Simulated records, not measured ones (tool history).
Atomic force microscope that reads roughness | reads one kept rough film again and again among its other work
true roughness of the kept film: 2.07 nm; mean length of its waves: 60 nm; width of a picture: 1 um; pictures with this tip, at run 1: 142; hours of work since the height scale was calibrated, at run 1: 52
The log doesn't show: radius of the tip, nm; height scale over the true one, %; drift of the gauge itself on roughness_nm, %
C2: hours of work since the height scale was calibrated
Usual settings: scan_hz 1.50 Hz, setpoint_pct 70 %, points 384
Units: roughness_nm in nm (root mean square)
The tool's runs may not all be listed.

run 1 hour=0.0 | scan_hz=1.50 setpoint_pct=70 points=384 | pictures_with_this_tip=142 C2=52 | roughness_nm=1.843
run 2 hour=12.7 | scan_hz=1.50 setpoint_pct=70 points=384 | pictures_with_this_tip=163 C2=60 | roughness_nm=1.832
run 3 hour=38.0 | scan_hz=1.50 setpoint_pct=70 points=384 | pictures_with_this_tip=206 C2=76 | roughness_nm=1.812
run 4 hour=50.7 | scan_hz=1.50 setpoint_pct=70 points=384 | pictures_with_this_tip=228 C2=83 | roughness_nm=1.815
-- hour=59.7 new tip fitted
run 5 hour=71.3 | scan_hz=1.50 setpoint_pct=70 points=384 | pictures_with_this_tip=19 C2=96 | roughness_nm=1.858
run 6 hour=84.2 | scan_hz=1.50 setpoint_pct=70 points=384 | pictures_with_this_tip=41 C2=104 | roughness_nm=1.872
run 7 hour=100.9 | scan_hz=1.50 setpoint_pct=70 points=384 | pictures_with_this_tip=70 C2=114 | roughness_nm=1.828
run 8 hour=116.0 | scan_hz=1.50 setpoint_pct=70 points=384 | pictures_with_this_tip=95 C2=124 | roughness_nm=1.867
run 9 hour=133.7 | scan_hz=1.50 setpoint_pct=70 points=413 | pictures_with_this_tip=125 C2=135 | roughness_nm=1.835
run 10 hour=146.7 | scan_hz=1.50 setpoint_pct=70 points=413 | pictures_with_this_tip=147 C2=143 | roughness_nm=1.846
run 11 hour=167.9 | scan_hz=1.50 setpoint_pct=70 points=384 | pictures_with_this_tip=183 C2=156 | roughness_nm=1.825
run 12 hour=182.9 | scan_hz=1.50 setpoint_pct=56 points=384 | pictures_with_this_tip=208 C2=165 | roughness_nm=1.905
-- hour=202.3 new tip fitted
run 13 hour=208.1 | scan_hz=1.50 setpoint_pct=56 points=384 | pictures_with_this_tip=10 C2=180 | roughness_nm=1.975
run 14 hour=223.8 | scan_hz=1.90 setpoint_pct=70 points=384 | pictures_with_this_tip=37 C2=190 | roughness_nm=1.822
run 15 hour=239.2 | scan_hz=1.50 setpoint_pct=70 points=459 | pictures_with_this_tip=63 C2=200 | roughness_nm=1.849
run 16 hour=257.5 | scan_hz=1.50 setpoint_pct=70 points=459 | pictures_with_this_tip=94 C2=211 | roughness_nm=1.841
run 17 hour=277.4 | scan_hz=1.50 setpoint_pct=70 points=384 | pictures_with_this_tip=127 C2=223 | roughness_nm=1.835
run 18 hour=301.2 | scan_hz=1.50 setpoint_pct=70 points=384 | pictures_with_this_tip=168 C2=238 | roughness_nm=1.832
run 19 hour=313.8 | scan_hz=1.50 setpoint_pct=70 points=768 | pictures_with_this_tip=189 C2=246 | roughness_nm=1.827
run 20 hour=336.1 | scan_hz=1.50 setpoint_pct=70 points=768 | pictures_with_this_tip=227 C2=260 | roughness_nm=1.811
-- hour=344.8 new tip fitted
run 21 hour=358.4 | scan_hz=1.50 setpoint_pct=70 points=408 | pictures_with_this_tip=22 C2=273 | roughness_nm=1.879
run 22 hour=370.4 | scan_hz=1.50 setpoint_pct=70 points=408 | pictures_with_this_tip=43 C2=281 | roughness_nm=1.868
run 23 hour=383.9 | scan_hz=1.50 setpoint_pct=70 points=408 | pictures_with_this_tip=66 C2=289 | roughness_nm=1.867
run 24 hour=401.1 | scan_hz=1.50 setpoint_pct=80 points=384 | pictures_with_this_tip=95 C2=300 | roughness_nm=1.743
run 25 hour=418.9 | scan_hz=1.50 setpoint_pct=80 points=384 | pictures_with_this_tip=125 C2=311 | roughness_nm=1.753
run 26 hour=436.6 | scan_hz=1.50 setpoint_pct=80 points=384 | pictures_with_this_tip=155 C2=322 | roughness_nm=1.749
run 27 hour=449.8 | scan_hz=1.50 setpoint_pct=66 points=715 | pictures_with_this_tip=177 C2=330 | roughness_nm=1.846
run 28 hour=466.4 | scan_hz=0.82 setpoint_pct=78 points=384 | pictures_with_this_tip=205 C2=340 | roughness_nm=1.842
run 29 hour=486.3 | scan_hz=2.34 setpoint_pct=70 points=384 | pictures_with_this_tip=239 C2=352 | roughness_nm=1.732
-- hour=488.2 new tip fitted
run 30 hour=503.9 | scan_hz=0.56 setpoint_pct=58 points=511 | pictures_with_this_tip=27 C2=363 | roughness_nm=2.003
run 31 hour=521.5 | scan_hz=0.62 setpoint_pct=62 points=384 | pictures_with_this_tip=57 C2=374 | roughness_nm=1.965
run 32 hour=534.8 | scan_hz=3.48 setpoint_pct=73 points=384 | pictures_with_this_tip=79 C2=382 | roughness_nm=1.636
run 33 hour=549.2 | scan_hz=3.23 setpoint_pct=56 points=689 | pictures_with_this_tip=103 C2=391 | roughness_nm=1.880
run 34 hour=572.5 | scan_hz=3.23 setpoint_pct=64 points=689 | pictures_with_this_tip=143 C2=406 | roughness_nm=1.775
run 35 hour=584.9 | scan_hz=0.74 setpoint_pct=81 points=543 | pictures_with_this_tip=164 C2=413 | roughness_nm=1.844
run 36 hour=596.9 | scan_hz=0.74 setpoint_pct=81 points=590 | pictures_with_this_tip=184 C2=421 | roughness_nm=1.840
run 37 hour=611.2 | scan_hz=0.74 setpoint_pct=81 points=590 | pictures_with_this_tip=208 C2=430 | roughness_nm=1.841
-- hour=631.3 new tip fitted
run 38 hour=635.1 | scan_hz=1.50 setpoint_pct=80 points=384 | pictures_with_this_tip=6 C2=444 | roughness_nm=1.769
run 39 hour=660.5 | scan_hz=1.50 setpoint_pct=70 points=306 | pictures_with_this_tip=49 C2=460 | roughness_nm=1.856
run 40 hour=685.7 | scan_hz=2.06 setpoint_pct=69 points=306 | pictures_with_this_tip=92 C2=475 | roughness_nm=1.807
run 41 hour=706.7 | scan_hz=2.06 setpoint_pct=69 points=306 | pictures_with_this_tip=127 C2=488 | roughness_nm=1.795
run 42 hour=720.7 | scan_hz=2.28 setpoint_pct=74 points=636 | pictures_with_this_tip=151 C2=497 | roughness_nm=1.700
run 43 hour=744.5 | scan_hz=2.28 setpoint_pct=74 points=636 | pictures_with_this_tip=191 C2=512 | roughness_nm=1.703
run 44 hour=756.9 | scan_hz=1.50 setpoint_pct=70 points=1015 | pictures_with_this_tip=212 C2=520 | roughness_nm=1.817
-- hour=774.0 new tip fitted
run 45 hour=779.1 | scan_hz=0.64 setpoint_pct=70 points=384 | pictures_with_this_tip=9 C2=533 | roughness_nm=1.962
run 46 hour=790.0 | scan_hz=1.41 setpoint_pct=58 points=735 | pictures_with_this_tip=27 C2=540 | roughness_nm=1.949
run 47 hour=806.0 | scan_hz=1.59 setpoint_pct=58 points=399 | pictures_with_this_tip=54 C2=550 | roughness_nm=1.934
run 48 hour=819.5 | scan_hz=1.59 setpoint_pct=58 points=267 | pictures_with_this_tip=77 C2=558 | roughness_nm=1.928
run 49 hour=830.9 | scan_hz=1.46 setpoint_pct=79 points=643 | pictures_with_this_tip=96 C2=565 | roughness_nm=1.788
run 50 hour=851.3 | scan_hz=0.88 setpoint_pct=70 points=303 | pictures_with_this_tip=131 C2=578 | roughness_nm=1.882
run 51 hour=864.5 | scan_hz=1.46 setpoint_pct=70 points=464 | pictures_with_this_tip=153 C2=586 | roughness_nm=1.836
run 52 hour=876.3 | scan_hz=1.14 setpoint_pct=55 points=798 | pictures_with_this_tip=173 C2=593 | roughness_nm=1.923

Hidden state or all else? Some run-to-run changes of roughness_nm, split into what the settings, what came in and random variation would give without the hidden state, and what is left for the hidden state (with any gauge scatter that isn't in both results):
Run 12 -> 13: new tip fitted. roughness_nm +0.070 nm (root mean square): hidden state +0.065, all else +0.005.
Run 20 -> 21: points 768 -> 408, new tip fitted. roughness_nm +0.068 nm (root mean square): hidden state +0.064, all else +0.004.
Run 29 -> 30: scan_hz 2.34 -> 0.56, setpoint_pct 70 -> 58, points 384 -> 511, new tip fitted. roughness_nm +0.271 nm (root mean square): hidden state +0.060, all else +0.211.
Run 31 -> 32: scan_hz 0.62 -> 3.48, setpoint_pct 62 -> 73. roughness_nm -0.329 nm (root mean square): hidden state -0.003, all else -0.326.
Run 32 -> 33: scan_hz 3.48 -> 3.23, setpoint_pct 73 -> 56, points 384 -> 689. roughness_nm +0.244 nm (root mean square): hidden state -0.011, all else +0.255.
Run 37 -> 38: scan_hz 0.74 -> 1.50, setpoint_pct 81 -> 80, points 590 -> 384, new tip fitted. roughness_nm -0.072 nm (root mean square): hidden state +0.061, all else -0.133.

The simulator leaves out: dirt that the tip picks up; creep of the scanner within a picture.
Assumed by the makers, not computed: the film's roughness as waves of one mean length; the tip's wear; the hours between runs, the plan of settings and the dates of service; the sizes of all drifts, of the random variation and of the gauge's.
